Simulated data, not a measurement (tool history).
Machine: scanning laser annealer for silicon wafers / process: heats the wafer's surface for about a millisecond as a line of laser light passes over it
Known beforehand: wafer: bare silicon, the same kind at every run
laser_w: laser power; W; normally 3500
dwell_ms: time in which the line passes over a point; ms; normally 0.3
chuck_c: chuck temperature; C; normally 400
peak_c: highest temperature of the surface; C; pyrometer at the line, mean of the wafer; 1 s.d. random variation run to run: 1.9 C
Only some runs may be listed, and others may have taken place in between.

Run 1, hour 0: usual settings. Result: peak_c 1201 C.
Run 2, hour 30.8: usual settings. Result: peak_c 1202 C.
Run 3, hour 55.5: usual settings. Result: peak_c 1201 C.
Run 4, hour 83.6: usual settings. Result: peak_c 1202 C.
Run 5, hour 111: usual settings but laser_w 3479 W. Result: peak_c 1196 C.
Run 6, hour 136.7: usual settings but laser_w 3479 W. Result: peak_c 1194 C.
Run 7, hour 166.7: usual settings but laser_w 3479 W. Result: peak_c 1189 C.
Run 8, hour 193.8: usual settings but laser_w 3479 W. Result: peak_c 1192 C.
At hour 197.9: window over the wafer cleaned.
Run 9, hour 216.9: usual settings but laser_w 3479 W. Result: peak_c 1216 C.
Run 10, hour 245.7: usual settings but laser_w 3479 W. Result: peak_c 1216 C.
Run 11, hour 264.4: usual settings but laser_w 3479 W. Result: peak_c 1216 C.
At hour 271.5: optics aligned, line set to its width.
Run 12, hour 298: usual settings. Result: peak_c 1219 C.
Run 13, hour 318.6: usual settings. Result: peak_c 1217 C.
Run 14, hour 340.1: usual settings. Result: peak_c 1214 C.
Run 15, hour 368.2: usual settings but dwell_ms 0.322 ms. Result: peak_c 1243 C.
Run 16, hour 398.4: usual settings but dwell_ms 0.322 ms. Result: peak_c 1243 C.
Run 17, hour 432.9: usual settings but dwell_ms 0.322 ms. Result: peak_c 1242 C.
At hour 449.5: optics aligned, line set to its width, once more.
Run 18, hour 458.6: usual settings but dwell_ms 0.322 ms. Result: peak_c 1253 C.
Run 19, hour 486.9: usual settings but laser_w 3159 W, dwell_ms 0.311 ms, chuck_c 409 C. Result: peak_c 1148 C.
Run 20, hour 508.7: usual settings but laser_w 3135 W, dwell_ms 0.312 ms, chuck_c 396 C. Result: peak_c 1128 C.
Run 21, hour 542.4: usual settings but laser_w 3236 W, dwell_ms 0.312 ms, chuck_c 396 C. Result: peak_c 1153 C.
Run 22, hour 578.2: usual settings but laser_w 3455 W, dwell_ms 0.273 ms, chuck_c 401 C. Result: peak_c 1182 C.
Run 23, hour 604: usual settings but chuck_c 413 C. Result: peak_c 1238 C.
Run 24, hour 636.2: usual settings but chuck_c 413 C. Result: peak_c 1233 C.
Run 25, hour 671: usual settings but laser_w 3490 W. Result: peak_c 1216 C.
Run 26, hour 696.8: usual settings but laser_w 3259 W, dwell_ms 0.353 ms, chuck_c 394 C. Result: peak_c 1201 C.
Run 27, hour 730.4: usual settings but laser_w 3259 W, dwell_ms 0.353 ms, chuck_c 394 C. Result: peak_c 1200 C.
Run 28, hour 754.8: usual settings but laser_w 3259 W, dwell_ms 0.353 ms, chuck_c 394 C. Result: peak_c 1194 C.
Run 29, hour 789.9: usual settings but laser_w 3140 W, dwell_ms 0.328 ms, chuck_c 390 C. Result: peak_c 1129 C.
Run 30, hour 805.1: usual settings but laser_w 3140 W, dwell_ms 0.328 ms, chuck_c 410 C. Result: peak_c 1150 C.
Run 31, hour 834.9: usual settings but laser_w 3428 W, chuck_c 382 C. Result: peak_c 1177 C.

Below, some changes in peak_c between adjacent runs. For each, the amount present without the hidden state too (settings, incoming material, random variation) and the amount remaining for the hidden state with gauge scatter not shared by both compared results:
Unlogged tool condition in this case: light that passes the window, % of a clean one's; laser's true power over the reading, %; width of the line over the set one, %; drift of the gauge itself on peak_c, C.
Run 8 -> 9: window over the wafer cleaned. peak_c +24 C: hidden state +26, all else -2.
Run 11 -> 12: laser_w 3479 -> 3500, optics aligned, line set to its width. peak_c +3 C: hidden state -3, all else +6.
Run 17 -> 18: optics aligned, line set to its width, once more. peak_c +11 C: hidden state +13, all else -2.
Run 18 -> 19: laser_w 3500 -> 3159, dwell_ms 0.322 -> 0.311, chuck_c 400 -> 409. peak_c -105 C: hidden state +0, all else -105.
Run 22 -> 23: laser_w 3455 -> 3500, dwell_ms 0.273 -> 0.3, chuck_c 401 -> 413. peak_c +56 C: hidden state -1, all else +57.
Run 28 -> 29: laser_w 3259 -> 3140, dwell_ms 0.353 -> 0.328, chuck_c 394 -> 390. peak_c -65 C: hidden state +0, all else -65.

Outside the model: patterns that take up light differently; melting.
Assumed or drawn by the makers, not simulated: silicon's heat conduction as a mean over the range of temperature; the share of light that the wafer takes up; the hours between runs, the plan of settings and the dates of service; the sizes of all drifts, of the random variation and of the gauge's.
